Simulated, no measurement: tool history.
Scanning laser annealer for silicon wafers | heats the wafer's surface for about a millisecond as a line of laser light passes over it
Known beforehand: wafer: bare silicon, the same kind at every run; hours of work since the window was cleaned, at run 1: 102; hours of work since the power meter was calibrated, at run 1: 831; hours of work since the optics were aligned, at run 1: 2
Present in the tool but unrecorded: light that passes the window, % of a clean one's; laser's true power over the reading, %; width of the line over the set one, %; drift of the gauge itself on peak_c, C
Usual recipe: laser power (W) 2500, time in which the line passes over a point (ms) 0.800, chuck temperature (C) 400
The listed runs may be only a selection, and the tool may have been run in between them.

run    hour  laser power (W)  time in which the line passes over a point (ms)  chuck temperature (C)  hours of work since the window was cleaned  hours of work since the power meter was calibrated  hours of work since the optics were aligned  highest temperature of the surface (C)
  1     0.0             2500                                            0.800                    400                                         102                                                 831                                            2                                    1144
  2    54.9             2500                                            0.800                    400                                         126                                                 855                                           25                                    1143
  3    93.5             2500                                            0.800                    400                                         142                                                 871                                           42                                    1145
  4   142.6             2500                                            0.800                    400                                         163                                                 892                                           63                                    1141
  5   192.4             2500                                            0.800                    400                                         185                                                 914                                           84                                    1143
  6   243.8             2500                                            0.800                    400                                         207                                                 936                                          106                                    1146
  7   279.6             2500                                            0.609                    400                                         222                                                 951                                          121                                    1060
  8   329.3             2500                                            0.609                    400                                         243                                                 972                                          143                                    1059
  9   382.1             2500                                            0.609                    400                                         266                                                 995                                          165                                    1056
 10   414.9             2500                                            0.800                    400                                         280                                                1009                                          179                                    1142
 11   449.8             2246                                            0.800                    400                                         295                                                1024                                          194                                    1062
 12   481.9             2246                                            0.800                    400                                         309                                                1038                                          208                                    1064
 13   509.2             2246                                            0.800                    400                                         320                                                1049                                          220                                    1062
 14   560.6             2500                                            0.698                    400                                         343                                                1071                                          242                                    1101
 15   594.9             2500                                            0.698                    400                                         357                                                1086                                          257                                    1103
 16   623.4             2500                                            0.698                    400                                         369                                                1098                                          269                                    1103
 17   671.0             2500                                            0.698                    403                                         390                                                1119                                          289                                    1106
 18   709.8             2500                                            0.800                    412                                         406                                                1135                                          306                                    1156
 19   756.9             2500                                            0.800                    412                                         427                                                1156                                          326                                    1156
 20   780.4             2500                                            0.800                    412                                         437                                                1166                                          336                                    1153
 21   822.4             2500                                            0.800                    412                                         455                                                1184                                          354                                    1153
 22   859.2             2429                                            0.968                    395                                         470                                                1199                                          370                                    1180
 23   908.8             2566                                            0.968                    418                                         492                                                1221                                          391                                    1251
 24   936.2             2641                                            0.812                    426                                         503                                                1232                                          403                                    1221
 25   972.9             2500                                            0.898                    425                                         519                                                1248                                          418                                    1205
 26  1024.7             2509                                            0.898                    393                                         541                                                1270                                          441                                    1174
 27  1068.6             2509                                            0.898                    393                                         560                                                1289                                          459                                    1178
 28  1097.2             2509                                            0.898                    393                                         572                                                1301                                          472                                    1178
 29  1147.8             2164                                            0.886                    386                                         594                                                1323                                          493                                    1051
 30  1196.9             2147                                            0.885                    386                                         615                                                1344                                          514                                    1049
 31  1242.3             2147                                            0.772                    393                                         634                                                1363                                          534                                    1015
 32  1272.9             2396                                            0.650                    421                                         648                                                1377                                          547                                    1070
 33  1307.8             2396                                            0.739                    414                                         663                                                1391                                          562                                    1096
 34  1344.2             2316                                            0.800                    391                                         678                                                1407                                          577                                    1075
 35  1380.0             2500                                            0.608                    426                                         693                                                1422                                          593                                    1084
 36  1413.4             2225                                            0.690                    400                                         708                                                1437                                          607                                    1014
 37  1448.9             2594                                            0.918                    398                                         723                                                1452                                          622                                    1218
 38  1495.4             2594                                            0.918                    398                                         743                                                1472                                          642                                    1219

5 ways to go on from here, each from the tool as it stands after run 38. What would each give?
  A  1522.9             2538                                            0.727                    425                                         755                                                1484                                          654                                       ?
  B  1522.9             2500                                            0.800                    428                                         755                                                1484                                          654                                       ?
  C  1522.9             2156                                            0.918                    440                                         755                                                1484                                          654                                       ?
  D  1522.9             2594                                            0.918                    424                                         755                                                1484                                          654                                       ?
  E  1522.9             2500                                            0.800                    433                                         755                                                1484                                          654                                       ?

run  highest temperature of the surface (C)
  A                                    1152
  B                                    1174
  C                                    1114
  D                                    1245
  E                                    1175
With the hidden condition removed and each run's random variation left untouched, the same runs would have given:
run  highest temperature of the surface (C)
  A                                    1153
  B                                    1175
  C                                    1115
  D                                    1246
  E                                    1176
